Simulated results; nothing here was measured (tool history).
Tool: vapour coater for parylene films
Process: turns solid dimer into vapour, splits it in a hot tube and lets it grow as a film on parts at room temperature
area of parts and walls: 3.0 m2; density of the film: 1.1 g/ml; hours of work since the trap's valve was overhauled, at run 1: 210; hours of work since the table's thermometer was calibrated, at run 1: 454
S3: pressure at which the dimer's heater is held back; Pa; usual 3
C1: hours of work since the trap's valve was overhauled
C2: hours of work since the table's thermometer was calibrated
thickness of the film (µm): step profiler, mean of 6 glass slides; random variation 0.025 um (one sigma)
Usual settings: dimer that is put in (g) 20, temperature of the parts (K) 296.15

run 1 day=0 | dimer_that_is_put_in_(g)=20 temperature_of_the_parts_(K)=296.15 S3=3 | C1=210 C2=454 | thickness_of_the_film_(µm)=4.15
run 2 day=0.488 | dimer_that_is_put_in_(g)=20 temperature_of_the_parts_(K)=296.15 S3=3 | C1=218 C2=461 | thickness_of_the_film_(µm)=4.2
run 3 day=0.917 | dimer_that_is_put_in_(g)=32 temperature_of_the_parts_(K)=296.15 S3=3 | C1=224 C2=468 | thickness_of_the_film_(µm)=6.69
run 4 day=1.442 | dimer_that_is_put_in_(g)=20 temperature_of_the_parts_(K)=296.15 S3=3 | C1=232 C2=476 | thickness_of_the_film_(µm)=4.17
run 5 day=1.804 | dimer_that_is_put_in_(g)=20 temperature_of_the_parts_(K)=296.15 S3=3 | C1=238 C2=482 | thickness_of_the_film_(µm)=4.15
run 6 day=2.183 | dimer_that_is_put_in_(g)=20 temperature_of_the_parts_(K)=296.15 S3=3 | C1=244 C2=488 | thickness_of_the_film_(µm)=4.18
run 7 day=2.65 | dimer_that_is_put_in_(g)=20 temperature_of_the_parts_(K)=296.15 S3=3 | C1=251 C2=495 | thickness_of_the_film_(µm)=4.17
run 8 day=3.308 | dimer_that_is_put_in_(g)=20 temperature_of_the_parts_(K)=296.15 S3=3 | C1=262 C2=505 | thickness_of_the_film_(µm)=4.13
run 9 day=3.888 | dimer_that_is_put_in_(g)=20 temperature_of_the_parts_(K)=296.15 S3=3 | C1=271 C2=514 | thickness_of_the_film_(µm)=4.06
run 10 day=4.325 | dimer_that_is_put_in_(g)=34 temperature_of_the_parts_(K)=299.15 S3=9.26 | C1=277 C2=521 | thickness_of_the_film_(µm)=4.66
run 11 day=4.712 | dimer_that_is_put_in_(g)=32 temperature_of_the_parts_(K)=296.15 S3=3 | C1=283 C2=527 | thickness_of_the_film_(µm)=6.48
run 12 day=5.342 | dimer_that_is_put_in_(g)=31 temperature_of_the_parts_(K)=291.15 S3=4.62 | C1=293 C2=537 | thickness_of_the_film_(µm)=6.87
run 13 day=5.921 | dimer_that_is_put_in_(g)=31 temperature_of_the_parts_(K)=291.15 S3=4.62 | C1=302 C2=546 | thickness_of_the_film_(µm)=6.83
run 14 day=6.583 | dimer_that_is_put_in_(g)=31 temperature_of_the_parts_(K)=291.15 S3=4.62 | C1=313 C2=556 | thickness_of_the_film_(µm)=6.81
-- day=6.992 trap's valve overhauled
run 15 day=7.479 | dimer_that_is_put_in_(g)=31 temperature_of_the_parts_(K)=291.15 S3=4.62 | C1=8 C2=568 | thickness_of_the_film_(µm)=7.7

The next listed run, before its measurement:
run 16 day=8.158 | dimer_that_is_put_in_(g)=12 temperature_of_the_parts_(K)=296.15 S3=7.3 | C1=18 C2=578 | thickness_of_the_film_(µm)=?

{"run 16": {"thickness of the film (µm)": 2.18}}
Without the tool's hidden state the same run would have given thickness of the film (µm) 2.17.
